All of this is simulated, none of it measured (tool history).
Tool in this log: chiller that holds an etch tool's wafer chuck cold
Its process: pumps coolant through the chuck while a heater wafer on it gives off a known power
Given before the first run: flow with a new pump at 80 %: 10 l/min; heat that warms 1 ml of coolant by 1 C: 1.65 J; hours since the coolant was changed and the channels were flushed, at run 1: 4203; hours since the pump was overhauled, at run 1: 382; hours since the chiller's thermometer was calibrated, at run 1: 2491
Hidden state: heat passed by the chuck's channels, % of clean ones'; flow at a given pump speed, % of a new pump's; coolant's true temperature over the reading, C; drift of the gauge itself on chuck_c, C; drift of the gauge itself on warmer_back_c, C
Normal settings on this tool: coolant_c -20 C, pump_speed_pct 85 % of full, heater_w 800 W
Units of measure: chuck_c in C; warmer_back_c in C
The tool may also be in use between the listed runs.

run,day,coolant_c,pump_speed_pct,heater_w,hours since the coolant was changed and the channels were flushed,hours since the pump was overhauled,hours since the chiller's thermometer was calibrated,chuck_c,warmer_back_c
1,0,-20,85,800,4203,382,2491,-13.2,2.78
2,0.704,-20,85,800,4220,399,2508,-13,2.68
3,2,-20,85,800,4251,430,2539,-12.9,2.7
4,2.908,-20,85,800,4273,452,2561,-13,2.73
5,4.154,-20,85,800,4303,482,2591,-13,2.67
6,4.833,-20,85,800,4319,498,2607,-12.9,2.73
7,6.233,-15,85,800,4353,532,2641,-8.1,2.72
8,7.404,-15,85,800,4381,560,2669,-8,2.62
9,8.254,-15,85,800,4401,580,2689,-8,2.67
# day 9.117: chiller's thermometer calibrated
10,9.133,-15,85,800,4421,601,0,-8,2.68
11,10.312,-10,85,800,4450,629,29,-2.8,2.56
12,11.179,-10,85,800,4470,650,50,-3,2.62
13,12.458,-10,85,800,4501,680,80,-2.9,2.56
14,13.238,-10,85,800,4520,699,99,-3,2.58
15,13.917,-10,85,800,4536,715,115,-2.9,2.6
16,14.925,-20,71,800,4560,740,139,-12.2,3.13
17,16.042,-20,71,800,4587,766,166,-12,3.03
18,17.492,-20,71,800,4622,801,201,-12.2,3.05
19,18.192,-16,73,777,4639,818,218,-8.4,2.8
20,19.288,-16,73,777,4665,844,244,-8.6,2.85
21,20.567,-16,73,777,4696,875,275,-8.7,2.83
22,21.462,-17,73,777,4717,896,296,-9.4,2.86
23,22.617,-17,73,777,4745,924,324,-9.7,2.86
24,23.604,-20,85,470,4769,948,348,-15.9,1.3
25,25.058,-20,85,933,4804,983,383,-11.8,2.92
26,25.783,-20,85,933,4821,1000,400,-11.9,2.85
27,26.6,-20,85,933,4841,1020,420,-12,2.84
28,27.621,-20,62,490,4865,1044,444,-14.9,1.92
29,28.254,-20,82,430,4880,1059,459,-16.1,1.2
30,29.329,-19,85,800,4906,1085,485,-12,2.37
31,30.067,-20,61,977,4924,1103,503,-9.5,4.25
32,30.775,-20,61,977,4941,1120,520,-9.6,4.2

Alternative continuations, all from the tool just after run 32; predict every row:
A,31.521,-10,61,800,4959,1138,538,?,?
B,31.521,-28,86,522,4959,1138,538,?,?
C,31.521,-23,61,653,4959,1138,538,?,?

run,chuck_c,warmer_back_c
A,-1.6,3.39
B,-23.4,1.41
C,-16.1,2.69
Stripped of hidden state, with their random variation kept, the same runs would have yielded:
run,chuck_c,warmer_back_c
A,-1.6,3.76
B,-23.4,1.79
C,-16.1,3.06
